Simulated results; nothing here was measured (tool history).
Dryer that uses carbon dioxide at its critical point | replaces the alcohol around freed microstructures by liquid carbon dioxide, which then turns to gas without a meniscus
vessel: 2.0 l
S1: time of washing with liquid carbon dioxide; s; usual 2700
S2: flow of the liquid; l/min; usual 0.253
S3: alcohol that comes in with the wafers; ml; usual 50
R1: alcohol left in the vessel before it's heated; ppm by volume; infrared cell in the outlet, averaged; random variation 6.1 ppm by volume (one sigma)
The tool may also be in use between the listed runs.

| run | hour | S1 | S2 | S3 | R1 |
|---|---|---|---|---|---|
| 1 | 0.0 | 2700 | 0.253 | 50 | 340 |
| 2 | 28.3 | 2700 | 0.253 | 50 | 344 |
| 3 | 56.3 | 1920 | 0.253 | 50 | 1258 |
| 4 | 72.4 | 1920 | 0.253 | 50 | 1256 |
| 5 | 106.5 | 1920 | 0.253 | 50 | 1300 |
| 6 | 142.2 | 2700 | 0.190 | 50 | 1222 |
| 7 | 160.8 | 1740 | 0.190 | 50 | 3591 |
| 8 | 178.3 | 1740 | 0.190 | 50 | 3741 |
| 9 | 199.6 | 1740 | 0.190 | 50 | 3767 |
| 10 | 232.7 | 1740 | 0.190 | 50 | 3732 |
|  | 256.6 | inlet filter changed |
| 11 | 263.9 | 1740 | 0.190 | 50 | 2843 |
| 12 | 287.3 | 1740 | 0.190 | 50 | 2801 |
| 13 | 304.4 | 1620 | 0.190 | 50 | 3254 |
| 14 | 329.4 | 1620 | 0.190 | 50 | 3441 |
| 15 | 349.1 | 1620 | 0.190 | 50 | 3441 |
| 16 | 364.7 | 1620 | 0.190 | 50 | 3485 |
| 17 | 402.1 | 2700 | 0.253 | 50 | 341 |
| 18 | 425.4 | 2700 | 0.288 | 50 | 189 |
| 19 | 452.6 | 2640 | 0.253 | 50 | 395 |
| 20 | 476.5 | 2700 | 0.253 | 50 | 371 |
| 21 | 496.3 | 2700 | 0.173 | 50 | 1479 |
| 22 | 522.7 | 2220 | 0.253 | 50 | 810 |
| 23 | 553.4 | 2220 | 0.253 | 50 | 807 |
| 24 | 569.0 | 2220 | 0.253 | 55 | 905 |
| 25 | 593.2 | 1680 | 0.253 | 50 | 1927 |
| 26 | 618.3 | 3900 | 0.208 | 79 | 372 |
| 27 | 649.5 | 4320 | 0.356 | 32 | 58 |
| 28 | 676.1 | 1860 | 0.253 | 38 | 1209 |
| 29 | 704.5 | 1980 | 0.417 | 25 | 150 |
|  | 709.0 | inlet filter changed |
| 30 | 730.9 | 2220 | 0.183 | 25 | 910 |
| 31 | 754.0 | 2220 | 0.183 | 25 | 914 |
| 32 | 788.1 | 3300 | 0.269 | 43 | 135 |
| 33 | 805.9 | 3300 | 0.269 | 43 | 136 |
| 34 | 829.1 | 3300 | 0.269 | 82 | 191 |
| 35 | 862.4 | 3660 | 0.253 | 50 | 146 |
| 36 | 899.8 | 2700 | 0.253 | 76 | 549 |
| 37 | 932.2 | 2520 | 0.253 | 84 | 798 |
| 38 | 968.8 | 2520 | 0.253 | 69 | 749 |
|  | 981.7 | purifier's bed changed |
| 39 | 1007.3 | 2700 | 0.337 | 90 | 147 |
| 40 | 1024.5 | 2700 | 0.337 | 90 | 148 |
| 41 | 1047.5 | 2700 | 0.242 | 103 | 966 |
| 42 | 1068.8 | 2700 | 0.242 | 103 | 1005 |
| 43 | 1099.6 | 3420 | 0.291 | 103 | 139 |
| 44 | 1125.5 | 3060 | 0.178 | 22 | 477 |

Measured less the same run without the tool's hidden state. The same run-to-run variation is in both; the gauge's scatter may not be:
The hidden state here: flow that reaches the vessel past the clogged filter, %; alcohol in the recycled carbon dioxide, ppm; drift of the gauge itself on alcohol_ppm, %.
| run | R1 |
|---|---|
| 1 | +104 |
| 2 | +117 |
| 3 | +343 |
| 4 | +357 |
| 5 | +405 |
| 6 | +422 |
| 7 | +888 |
| 8 | +960 |
| 9 | +1006 |
| 10 | +1062 |
| 11 | +59 |
| 12 | +102 |
| 13 | +144 |
| 14 | +208 |
| 15 | +250 |
| 16 | +284 |
| 17 | +98 |
| 18 | +76 |
| 19 | +130 |
| 20 | +134 |
| 21 | +347 |
| 22 | +253 |
| 23 | +277 |
| 24 | +318 |
| 25 | +552 |
| 26 | +198 |
| 27 | +58 |
| 28 | +456 |
| 29 | +110 |
| 30 | +88 |
| 31 | +105 |
| 32 | +77 |
| 33 | +80 |
| 34 | +99 |
| 35 | +95 |
| 36 | +196 |
| 37 | +276 |
| 38 | +290 |
| 39 | +67 |
| 40 | +72 |
| 41 | +376 |
| 42 | +409 |
| 43 | +80 |
| 44 | +191 |
